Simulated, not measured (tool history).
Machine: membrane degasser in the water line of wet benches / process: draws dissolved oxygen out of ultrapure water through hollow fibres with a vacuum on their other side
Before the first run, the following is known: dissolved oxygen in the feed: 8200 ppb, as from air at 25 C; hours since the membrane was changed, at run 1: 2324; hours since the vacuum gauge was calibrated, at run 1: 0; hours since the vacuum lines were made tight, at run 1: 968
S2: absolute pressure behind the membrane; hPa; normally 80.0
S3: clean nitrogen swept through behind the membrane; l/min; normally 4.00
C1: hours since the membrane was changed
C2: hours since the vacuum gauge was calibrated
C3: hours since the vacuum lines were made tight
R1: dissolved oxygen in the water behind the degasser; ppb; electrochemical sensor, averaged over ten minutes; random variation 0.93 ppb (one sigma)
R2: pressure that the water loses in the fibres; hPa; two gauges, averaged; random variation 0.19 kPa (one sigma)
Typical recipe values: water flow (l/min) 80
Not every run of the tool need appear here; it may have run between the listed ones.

Run 1, hour 0.0: usual settings; C1 2324; C2 0; C3 968. Result: R1 222.1 ppb, R2 399.7 hPa.
Run 2, hour 81.2: usual settings; C1 2405; C2 81; C3 1049. Result: R1 222.7 ppb, R2 398.6 hPa.
Run 3, hour 154.2: usual settings but water flow (l/min) 66; C1 2478; C2 154; C3 1122. Result: R1 185.1 ppb, R2 330.5 hPa.
Run 4, hour 247.2: usual settings but water flow (l/min) 66; C1 2571; C2 247; C3 1215. Result: R1 184.6 ppb, R2 332.9 hPa.
Run 5, hour 354.7: usual settings but water flow (l/min) 66; C1 2678; C2 355; C3 1323. Result: R1 185.5 ppb, R2 332.1 hPa.
Run 6, hour 425.7: usual settings but water flow (l/min) 66; C1 2749; C2 426; C3 1394. Result: R1 184.9 ppb, R2 331.0 hPa.
Run 7, hour 518.0: usual settings but water flow (l/min) 66, S2 134.4 hPa; C1 2842; C2 518; C3 1486. Result: R1 376.8 ppb, R2 331.9 hPa.
Run 8, hour 655.8: usual settings but S2 89.4 hPa; C1 2980; C2 656; C3 1624. Result: R1 261.8 ppb, R2 405.6 hPa.
Run 9, hour 746.4: usual settings but S2 67.6 hPa; C1 3070; C2 746; C3 1714. Result: R1 170.7 ppb, R2 404.5 hPa.
Run 10, hour 862.0: usual settings; C1 3186; C2 862; C3 1830. Result: R1 224.4 ppb, R2 400.3 hPa.
Run 11, hour 936.1: usual settings; C1 3260; C2 936; C3 1904. Result: R1 223.3 ppb, R2 406.1 hPa.
Run 12, hour 1068.3: usual settings; C1 3392; C2 1068; C3 2036. Result: R1 224.4 ppb, R2 405.8 hPa.
Run 13, hour 1156.4: usual settings; C1 3480; C2 1156; C3 2124. Result: R1 223.6 ppb, R2 403.9 hPa.
At hour 1165.5: vacuum gauge calibrated.
Run 14, hour 1264.3: usual settings; C1 3587; C2 99; C3 2232. Result: R1 226.3 ppb, R2 403.1 hPa.
Run 15, hour 1363.8: usual settings but S2 114.1 hPa; C1 3687; C2 198; C3 2331. Result: R1 371.1 ppb, R2 404.4 hPa.
Run 16, hour 1486.6: usual settings but S2 114.1 hPa; C1 3810; C2 321; C3 2454. Result: R1 368.9 ppb, R2 405.2 hPa.
Run 17, hour 1602.1: usual settings but water flow (l/min) 50, S2 103.0 hPa, S3 2.78 l/min; C1 3925; C2 437; C3 2569. Result: R1 286.7 ppb, R2 255.0 hPa.
Run 18, hour 1689.5: usual settings but water flow (l/min) 96, S2 49.4 hPa, S3 3.26 l/min; C1 4013; C2 524; C3 2657. Result: R1 134.2 ppb, R2 487.1 hPa.
Run 19, hour 1770.2: usual settings but water flow (l/min) 96, S2 49.4 hPa, S3 3.26 l/min; C1 4093; C2 605; C3 2738. Result: R1 135.1 ppb, R2 486.4 hPa.
At hour 1777.8: vacuum gauge calibrated, once more.
Run 20, hour 1855.5: usual settings but water flow (l/min) 96, S2 52.5 hPa, S3 8.66 l/min; C1 4178; C2 78; C3 2822. Result: R1 73.3 ppb, R2 490.2 hPa.
Run 21, hour 1936.7: usual settings but water flow (l/min) 86; C1 4259; C2 159; C3 2904. Result: R1 237.7 ppb, R2 438.4 hPa.
Run 22, hour 2043.9: usual settings but water flow (l/min) 112, S2 102.8 hPa, S3 5.18 l/min; C1 4367; C2 266; C3 3011. Result: R1 357.4 ppb, R2 572.5 hPa.
Run 23, hour 2188.3: usual settings but S2 73.3 hPa; C1 4511; C2 411; C3 3155. Result: R1 193.8 ppb, R2 406.7 hPa.
Run 24, hour 2267.4: usual settings but S2 73.3 hPa; C1 4590; C2 490; C3 3234. Result: R1 195.1 ppb, R2 410.5 hPa.
Run 25, hour 2409.2: usual settings but S2 73.3 hPa, S3 2.78 l/min; C1 4732; C2 631; C3 3376. Result: R1 258.6 ppb, R2 405.9 hPa.
Run 26, hour 2477.7: usual settings but S2 73.3 hPa, S3 2.78 l/min; C1 4800; C2 700; C3 3445. Result: R1 259.6 ppb, R2 410.9 hPa.
Run 27, hour 2566.5: usual settings but water flow (l/min) 127, S2 104.0 hPa; C1 4889; C2 789; C3 3533. Result: R1 491.3 ppb, R2 654.1 hPa.
Run 28, hour 2673.4: usual settings but water flow (l/min) 127, S2 104.0 hPa; C1 4996; C2 896; C3 3640. Result: R1 499.3 ppb, R2 649.5 hPa.
Run 29, hour 2817.9: usual settings but water flow (l/min) 127, S2 104.0 hPa, S3 9.66 l/min; C1 5141; C2 1040; C3 3785. Result: R1 255.0 ppb, R2 648.4 hPa.
Run 30, hour 2926.9: usual settings but water flow (l/min) 127, S2 104.0 hPa, S3 9.66 l/min; C1 5250; C2 1149; C3 3894. Result: R1 254.4 ppb, R2 653.2 hPa.
Run 31, hour 2997.1: usual settings but water flow (l/min) 127, S2 104.0 hPa, S3 9.66 l/min; C1 5320; C2 1219; C3 3964. Result: R1 255.9 ppb, R2 652.8 hPa.

Predict each of these 5 candidate next runs independently; none follows another, all start after run 31:
Run A, hour 3080.7: usual settings but water flow (l/min) 103, S2 185.3 hPa, S3 3.39 l/min; C1 5403; C2 1303; C3 4048. Result: R1 ?, R2 ?.
Run B, hour 3080.7: usual settings but water flow (l/min) 127, S2 117.2 hPa, S3 9.66 l/min; C1 5403; C2 1303; C3 4048. Result: R1 ?, R2 ?.
Run C, hour 3080.7: usual settings but water flow (l/min) 127, S2 104.0 hPa, S3 6.21 l/min; C1 5403; C2 1303; C3 4048. Result: R1 ?, R2 ?.
Run D, hour 3080.7: usual settings but water flow (l/min) 118, S2 52.1 hPa, S3 2.08 l/min; C1 5403; C2 1303; C3 4048. Result: R1 ?, R2 ?.
Run E, hour 3080.7: usual settings but water flow (l/min) 81, S3 10.30 l/min; C1 5403; C2 1303; C3 4048. Result: R1 ?, R2 ?.

run     R1     R2
  A  913.0  529.8
  B  291.9  653.6
  C  356.3  651.5
  D  244.9  605.9
  E  103.8  415.5
What these runs would have given with no unlogged condition in the tool:
run     R1     R2
  A  905.3  508.8
  B  282.5  627.6
  C  346.4  625.7
  D  233.9  581.8
  E   99.6  399.0

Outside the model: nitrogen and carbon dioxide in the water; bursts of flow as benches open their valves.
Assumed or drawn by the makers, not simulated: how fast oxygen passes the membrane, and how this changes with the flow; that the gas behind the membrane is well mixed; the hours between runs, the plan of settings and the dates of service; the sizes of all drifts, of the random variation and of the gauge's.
